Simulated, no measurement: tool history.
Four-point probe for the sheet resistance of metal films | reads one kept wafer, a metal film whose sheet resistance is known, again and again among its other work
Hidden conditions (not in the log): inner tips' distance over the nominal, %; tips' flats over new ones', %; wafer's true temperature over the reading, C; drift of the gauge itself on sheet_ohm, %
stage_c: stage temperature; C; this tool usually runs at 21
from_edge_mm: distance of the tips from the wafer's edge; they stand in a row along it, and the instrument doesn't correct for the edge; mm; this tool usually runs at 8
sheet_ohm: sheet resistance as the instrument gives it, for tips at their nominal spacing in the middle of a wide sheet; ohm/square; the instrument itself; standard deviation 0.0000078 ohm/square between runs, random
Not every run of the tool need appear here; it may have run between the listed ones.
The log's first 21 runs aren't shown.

run	hour	stage_c	from_edge_mm	touches since the probe head was changed	hours of work since the stage's thermometer was calibrated	sheet_ohm
22	1602.3	20	4	25265	1061	0.03945
23	1684.9	20	4	28224	1117	0.039452
24	1734.7	34	45	30007	1151	0.038677
25	1797.3	21	28	32253	1194	0.039074
26	1850.7	21	58	34163	1230	0.039066
27	1933	31	10	37114	1287	0.038814
28	1989.9	31	7	39154	1325	0.038827
29	2098.8	31	7	43055	1400	0.038833
30	2161.7	24	11	45311	1443	0.038972
31	2231.6	23	15	47815	1491	0.038975

Run 32 has not been measured yet. What should we expect?
32	2343.6	19	5	51828	1567	?

sheet_ohm: 0.039292 ohm/square
With no hidden state in the tool, this same run would have given sheet_ohm 0.039349 ohm/square.
